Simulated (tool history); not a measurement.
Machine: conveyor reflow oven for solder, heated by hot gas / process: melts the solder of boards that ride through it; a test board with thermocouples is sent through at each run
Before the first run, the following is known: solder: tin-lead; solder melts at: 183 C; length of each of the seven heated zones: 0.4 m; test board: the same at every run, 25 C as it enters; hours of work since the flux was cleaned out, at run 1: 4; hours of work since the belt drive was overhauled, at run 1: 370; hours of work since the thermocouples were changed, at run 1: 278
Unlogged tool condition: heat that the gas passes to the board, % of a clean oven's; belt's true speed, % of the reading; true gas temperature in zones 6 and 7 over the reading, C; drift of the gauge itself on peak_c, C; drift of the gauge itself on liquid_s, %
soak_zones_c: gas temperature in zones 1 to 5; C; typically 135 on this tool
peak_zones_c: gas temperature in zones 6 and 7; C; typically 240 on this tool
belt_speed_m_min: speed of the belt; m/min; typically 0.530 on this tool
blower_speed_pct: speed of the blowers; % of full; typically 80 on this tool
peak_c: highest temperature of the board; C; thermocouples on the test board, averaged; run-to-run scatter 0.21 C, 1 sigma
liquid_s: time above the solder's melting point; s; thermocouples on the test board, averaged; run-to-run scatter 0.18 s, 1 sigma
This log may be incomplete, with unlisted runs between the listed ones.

run,day,soak_zones_c,peak_zones_c,belt_speed_m_min,blower_speed_pct,hours of work since the flux was cleaned out,hours of work since the belt drive was overhauled,hours of work since the thermocouples were changed,peak_c,liquid_s
1,0.000,135,240,0.530,80,4,370,278,222.8,71.8
2,0.662,135,240,0.530,80,11,377,285,222.4,72.2
3,1.396,135,240,0.530,80,19,385,293,222.7,71.8
4,1.875,135,240,0.530,80,25,390,298,222.5,71.8
5,2.267,135,240,0.530,80,29,394,302,222.5,71.8
6,2.688,135,240,0.530,80,33,399,307,222.6,72.2
7,3.392,135,240,0.530,80,41,406,315,222.7,72.1
8,3.854,135,240,0.530,80,46,411,319,222.3,72.0
9,4.275,135,240,0.530,50,50,416,324,216.2,64.8
10,4.712,135,240,0.530,50,55,420,329,215.9,64.9
11,5.250,135,240,0.530,50,61,426,335,215.8,64.8
12,5.633,135,240,0.530,50,65,430,339,215.8,64.8
13,6.133,121,240,0.530,80,70,436,344,219.9,64.5
14,6.704,121,240,0.530,80,77,442,350,220.2,64.6
15,7.458,121,240,0.530,80,85,450,358,219.7,64.7
# day 7.708: flux residue cleaned out of gas plates and filters
16,8.450,130,233,0.446,80,8,458,367,219.9,82.3
17,8.996,130,233,0.446,71,14,464,373,218.7,80.6
18,9.667,146,238,0.625,74,21,471,380,214.8,58.4

Expected results for the next run?
# day 9.988: flux residue cleaned out of gas plates and filters, once more
19,10.554,128,228,0.620,63,6,479,387,?,?

Run 19 produced peak_c 202.0 C, liquid_s 37.5 s.
With the hidden condition absent and the run-to-run variation left alone, this run would have shown peak_c 202.6 C, liquid_s 37.9 s.
